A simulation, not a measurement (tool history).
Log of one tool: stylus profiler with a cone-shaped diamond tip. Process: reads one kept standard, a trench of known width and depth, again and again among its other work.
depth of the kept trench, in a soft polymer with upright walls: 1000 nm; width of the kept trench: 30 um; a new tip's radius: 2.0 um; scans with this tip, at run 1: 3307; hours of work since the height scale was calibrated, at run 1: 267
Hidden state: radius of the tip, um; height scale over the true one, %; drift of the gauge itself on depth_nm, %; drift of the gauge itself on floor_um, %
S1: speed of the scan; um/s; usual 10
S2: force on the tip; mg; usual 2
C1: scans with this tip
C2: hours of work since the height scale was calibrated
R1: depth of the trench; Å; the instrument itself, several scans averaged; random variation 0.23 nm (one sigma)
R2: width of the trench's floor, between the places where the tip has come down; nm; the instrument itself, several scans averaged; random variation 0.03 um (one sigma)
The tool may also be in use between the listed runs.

| run | day | S1 | S2 | C1 | C2 | R1 | R2 |
|---|---|---|---|---|---|---|---|
| 1 | 0 | 10 | 2 | 3307 | 267 | 10081.5 | 26340 |
| 2 | 0.929 | 10 | 2 | 3419 | 276 | 10081.2 | 26340 |
| 3 | 1.438 | 10 | 2 | 3480 | 280 | 10081.6 | 26310 |
| 4 | 1.854 | 9 | 2 | 3530 | 285 | 10080.1 | 26340 |
| 5 | 2.792 | 9 | 2 | 3643 | 294 | 10082.3 | 26340 |
| 6 | 3.658 | 3 | 2 | 3748 | 302 | 10080 | 26370 |
| 7 | 4.496 | 3 | 2 | 3849 | 310 | 10077.6 | 26330 |
| 8 | 5.05 | 3 | 2 | 3915 | 316 | 10082.5 | 26370 |
| 9 | 5.712 | 10 | 3.98 | 3995 | 322 | 10133 | 26350 |
| 10 | 6.604 | 2 | 2 | 4103 | 331 | 10081.6 | 26410 |
| 11 | 7.096 | 2 | 2 | 4162 | 336 | 10080.4 | 26360 |
| 12 | 7.725 | 2 | 2 | 4238 | 342 | 10078 | 26300 |
| 13 | 8.462 | 7 | 2 | 4327 | 349 | 10079 | 26390 |
| 14 | 9.342 | 7 | 2 | 4433 | 357 | 10079.5 | 26310 |
| 15 | 10.167 | 10 | 2 | 4532 | 365 | 10081.6 | 26300 |
| 16 | 10.904 | 10 | 2 | 4621 | 372 | 10077.7 | 26300 |
| 17 | 11.512 | 10 | 3.25 | 4695 | 378 | 10113.6 | 26350 |
| 18 | 12.388 | 2 | 3.25 | 4800 | 387 | 10108.4 | 26370 |
| 19 | 12.883 | 10 | 2 | 4860 | 392 | 10076.6 | 26240 |
| 20 | 13.471 | 16 | 2 | 4931 | 397 | 10080.3 | 26250 |
| 21 | 14.233 | 10 | 5.51 | 5023 | 405 | 10170.9 | 26310 |
| 22 | 15.171 | 7 | 5.51 | 5136 | 414 | 10169.1 | 26280 |
| 23 | 15.725 | 7 | 5.51 | 5203 | 419 | 10166.1 | 26280 |
| 24 | 16.2 | 10 | 1.44 | 5260 | 424 | 10057 | 26240 |
| 25 | 16.783 | 10 | 1.75 | 5330 | 430 | 10068.3 | 26210 |
| 26 | 17.325 | 10 | 1.75 | 5396 | 435 | 10065.6 | 26240 |
| 27 | 18.133 | 10 | 2.98 | 5493 | 443 | 10104.3 | 26290 |
| 28 | 18.946 | 18 | 4.03 | 5591 | 451 | 10133.5 | 26270 |
| 29 | 19.725 | 18 | 4.03 | 5685 | 458 | 10132.3 | 26290 |
|  | 19.788 | height scale calibrated on a step standard |
| 30 | 20.196 | 9 | 2.09 | 5739 | 4 | 10073.1 | 26250 |
| 31 | 20.867 | 30 | 1.86 | 5820 | 10 | 10062.3 | 26100 |
|  | 21.133 | height scale calibrated on a step standard, once more |
| 32 | 21.608 | 17 | 4.92 | 5907 | 5 | 10166.8 | 26250 |
| 33 | 22.396 | 3 | 2 | 6002 | 12 | 10089 | 26320 |
| 34 | 22.908 | 4 | 1.4 | 6064 | 17 | 10075.1 | 26260 |
| 35 | 23.733 | 26 | 2.61 | 6163 | 25 | 10113.2 | 26140 |
| 36 | 24.529 | 26 | 2.61 | 6259 | 33 | 10109.6 | 26170 |
| 37 | 24.975 | 2 | 2.61 | 6313 | 37 | 10108.4 | 26300 |
| 38 | 25.812 | 3 | 2.76 | 6414 | 45 | 10115.5 | 26250 |
| 39 | 26.704 | 3 | 2.76 | 6522 | 54 | 10117.6 | 26290 |
| 40 | 27.333 | 4 | 1.31 | 6598 | 60 | 10069 | 26240 |
| 41 | 28.092 | 10 | 0.78 | 6689 | 68 | 10054.8 | 26130 |
| 42 | 28.833 | 10 | 0.78 | 6778 | 75 | 10046.3 | 26130 |
| 43 | 29.729 | 4 | 2.2 | 6886 | 84 | 10099.2 | 26250 |
| 44 | 30.129 | 8 | 2 | 6935 | 87 | 10094 | 26220 |
| 45 | 30.538 | 9 | 2.23 | 6984 | 91 | 10099.6 | 26200 |
| 46 | 31.304 | 9 | 2.23 | 7076 | 99 | 10093 | 26210 |
| 47 | 31.729 | 3 | 1.26 | 7128 | 103 | 10068.1 | 26310 |

Hidden state or all else? Some run-to-run changes of R1, split into what the settings, what came in and random variation would give without the hidden state, and what is left for the hidden state (with any gauge scatter that isn't in both results):
Run 1 -> 2: no setting changed, nothing entered. R1 -0.3 Å: hidden state -0.3, all else +0.
Run 20 -> 21: S1 16 -> 10, S2 2 -> 5.51. R1 +90.6 Å: hidden state -0.3, all else +90.9.
Run 23 -> 24: S1 7 -> 10, S2 5.51 -> 1.44. R1 -109.1 Å: hidden state +0.1, all else -109.2.
Run 29 -> 30: S1 18 -> 9, S2 4.03 -> 2.09, height scale calibrated on a step standard. R1 -59.2 Å: hidden state -5.3, all else -53.9.
Run 31 -> 32: S1 30 -> 17, S2 1.86 -> 4.92, height scale calibrated on a step standard, once more. R1 +104.5 Å: hidden state +22.4, all else +82.1.
